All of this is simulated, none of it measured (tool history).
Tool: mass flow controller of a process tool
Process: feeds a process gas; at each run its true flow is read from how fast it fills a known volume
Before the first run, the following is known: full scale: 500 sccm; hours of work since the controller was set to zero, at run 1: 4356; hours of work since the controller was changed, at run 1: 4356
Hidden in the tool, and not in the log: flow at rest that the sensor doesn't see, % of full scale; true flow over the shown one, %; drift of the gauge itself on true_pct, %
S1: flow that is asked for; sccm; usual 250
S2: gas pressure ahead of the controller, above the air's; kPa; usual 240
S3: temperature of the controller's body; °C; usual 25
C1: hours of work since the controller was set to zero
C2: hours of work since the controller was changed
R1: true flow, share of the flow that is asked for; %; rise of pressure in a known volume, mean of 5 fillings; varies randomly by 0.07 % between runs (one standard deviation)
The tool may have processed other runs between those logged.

Run 1, hour 0: usual settings; C1 4356; C2 4356. Result: R1 99.47 %.
Run 2, hour 377.3: usual settings; C1 4548; C2 4548. Result: R1 99.23 %.
Run 3, hour 764.3: usual settings but S1 239 sccm; C1 4746; C2 4746. Result: R1 99.41 %.
Run 4, hour 1090.6: usual settings but S1 239 sccm; C1 4913; C2 4913. Result: R1 99.42 %.
Run 5, hour 1374.2: usual settings but S1 239 sccm; C1 5058; C2 5058. Result: R1 99.5 %.
Run 6, hour 1650.9: usual settings but S1 239 sccm; C1 5199; C2 5199. Result: R1 99.3 %.
Run 7, hour 1863: usual settings but S1 239 sccm; C1 5307; C2 5307. Result: R1 99.47 %.
Run 8, hour 2230.8: usual settings but S3 22 °C; C1 5495; C2 5495. Result: R1 99.71 %.
Run 9, hour 2660.5: usual settings but S2 267 kPa; C1 5715; C2 5715. Result: R1 99.41 %.
Run 10, hour 3043.9: usual settings; C1 5911; C2 5911. Result: R1 99.38 %.
Run 11, hour 3363.3: usual settings; C1 6074; C2 6074. Result: R1 99.46 %.
Run 12, hour 3602.3: usual settings; C1 6196; C2 6196. Result: R1 99.39 %.
Run 13, hour 3942.9: usual settings but S3 36 °C; C1 6370; C2 6370. Result: R1 98.18 %.
Run 14, hour 4369.4: usual settings but S3 36 °C; C1 6588; C2 6588. Result: R1 98.18 %.
Run 15, hour 4683.3: usual settings but S2 156 kPa, S3 29 °C; C1 6748; C2 6748. Result: R1 98.42 %.
Run 16, hour 5044.9: usual settings but S2 278 kPa, S3 23 °C; C1 6933; C2 6933. Result: R1 99.8 %.
Run 17, hour 5281.5: usual settings but S2 278 kPa, S3 23 °C; C1 7054; C2 7054. Result: R1 99.85 %.
Run 18, hour 5724.2: usual settings but S1 219 sccm, S2 156 kPa, S3 38 °C; C1 7280; C2 7280. Result: R1 97.35 %.
Run 19, hour 6143.5: usual settings but S1 219 sccm, S2 156 kPa, S3 38 °C; C1 7494; C2 7494. Result: R1 97.29 %.
Run 20, hour 6378.4: usual settings but S1 77 sccm, S2 231 kPa, S3 22 °C; C1 7614; C2 7614. Result: R1 99.09 %.
Run 21, hour 6644.2: usual settings but S1 77 sccm, S2 231 kPa, S3 22 °C; C1 7750; C2 7750. Result: R1 99.06 %.
Run 22, hour 7033.2: usual settings but S1 73 sccm, S2 244 kPa, S3 33 °C; C1 7949; C2 7949. Result: R1 97.93 %.
Run 23, hour 7307.8: usual settings but S1 73 sccm, S2 183 kPa, S3 29 °C; C1 8089; C2 8089. Result: R1 98.03 %.
Run 24, hour 7551.6: usual settings but S2 224 kPa, S3 34 °C; C1 8214; C2 8214. Result: R1 98.19 %.
Run 25, hour 7740.4: usual settings but S2 239 kPa, S3 30 °C; C1 8310; C2 8310. Result: R1 98.82 %.
Run 26, hour 8181.6: usual settings but S2 239 kPa, S3 30 °C; C1 8536; C2 8536. Result: R1 98.79 %.
Run 27, hour 8433.7: usual settings but S1 98 sccm, S2 239 kPa, S3 30 °C; C1 8664; C2 8664. Result: R1 98.27 %.
At hour 8486.5: controller exchanged for a calibrated one.
Run 28, hour 8717.5: usual settings but S2 169 kPa, S3 33 °C; C1 118; C2 118. Result: R1 98.1 %.

Here are 3 independent what-if runs from the current tool condition. What would each one return?
Run A, hour 8949.4: usual settings but S1 108 sccm; C1 237; C2 237. Result: R1 ?.
Run B, hour 8949.4: usual settings but S1 55 sccm, S2 155 kPa, S3 33 °C; C1 237; C2 237. Result: R1 ?.
Run C, hour 8949.4: usual settings but S1 391 sccm, S2 169 kPa, S3 33 °C; C1 237; C2 237. Result: R1 ?.

run     R1
  A  98.97
  B  97.35
  C  98.44
Without the tool's hidden state the same runs would have given:
run     R1
  A  98.97
  B  97.35
  C  98.44
